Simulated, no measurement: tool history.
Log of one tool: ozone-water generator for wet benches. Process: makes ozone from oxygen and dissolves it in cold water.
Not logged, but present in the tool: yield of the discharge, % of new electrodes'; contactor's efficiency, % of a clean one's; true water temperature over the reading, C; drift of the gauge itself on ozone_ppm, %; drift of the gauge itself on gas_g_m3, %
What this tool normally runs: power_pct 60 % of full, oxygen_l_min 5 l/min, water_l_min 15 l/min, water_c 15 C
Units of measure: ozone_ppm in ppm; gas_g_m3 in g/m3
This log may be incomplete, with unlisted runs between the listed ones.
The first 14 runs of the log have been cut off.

run,hour,power_pct,oxygen_l_min,water_l_min,water_c,hours of work since the electrodes were changed,hours of work since the contactor was cleaned,hours of work since the thermometer was calibrated,ozone_ppm,gas_g_m3
15,2400.9,60,5,16,16,5689,1539,2614,23.7,205.3
16,2501,60,5,16,16,5763,1613,2688,23,204
17,2712.5,71,4.94,13,18,5919,1769,2844,30.9,234.3
18,2922.4,100,4.47,21,22,6073,1923,2998,23.5,311.5
19,3055.5,60,5,12,11,6171,2022,3097,32.4,202.7
20,3158.2,54,4.64,11,11,6247,2097,3172,31.5,192.1
21,3251.6,54,4.64,11,11,6316,2166,3241,31.5,192.7
22,3411.2,55,3.23,15,8,6433,2284,3359,23.5,222.3
23,3514.4,55,3.23,15,8,6509,2360,3435,23.3,223.8
24,3604.8,55,3.23,15,8,6576,2426,3501,23.2,223.2
25,3733.3,99,5,22,8,6671,2521,3596,27,293.4
26,3845.1,60,5,15,8,6753,2603,3678,27.2,198.8
# hour 3882.1: water thermometer calibrated
27,3948.4,60,5,15,8,6829,2679,49,27.4,200.5
28,4120.8,75,5,15,15,6956,2806,176,29.2,235.5
29,4306.2,72,3.11,23,12,7092,2943,312,16.6,273.8
30,4397.3,72,3.11,12,17,7160,3010,380,31.4,276
31,4551.1,72,3.11,12,17,7273,3123,493,30.9,272.3
32,4737.7,72,3.11,12,17,7410,3261,630,30.8,273.2

Branching from run 32: 4 alternative next runs. What would each branch give?
A,4893.8,81,3.11,12,17,7525,3376,745,?,?
B,4893.8,79,3.11,12,11,7525,3376,745,?,?
C,4893.8,60,5,15,18,7525,3376,745,?,?
D,4893.8,72,3.11,12,11,7525,3376,745,?,?

run,ozone_ppm,gas_g_m3
A,33.3,297.3
B,35.5,293.6
C,23.1,199.6
D,33.2,270.1
With the hidden condition removed and each run's random variation left untouched, the same runs would have given:
run,ozone_ppm,gas_g_m3
A,40,349.5
B,42.6,344.2
C,26.9,226.7
D,39.4,313.2

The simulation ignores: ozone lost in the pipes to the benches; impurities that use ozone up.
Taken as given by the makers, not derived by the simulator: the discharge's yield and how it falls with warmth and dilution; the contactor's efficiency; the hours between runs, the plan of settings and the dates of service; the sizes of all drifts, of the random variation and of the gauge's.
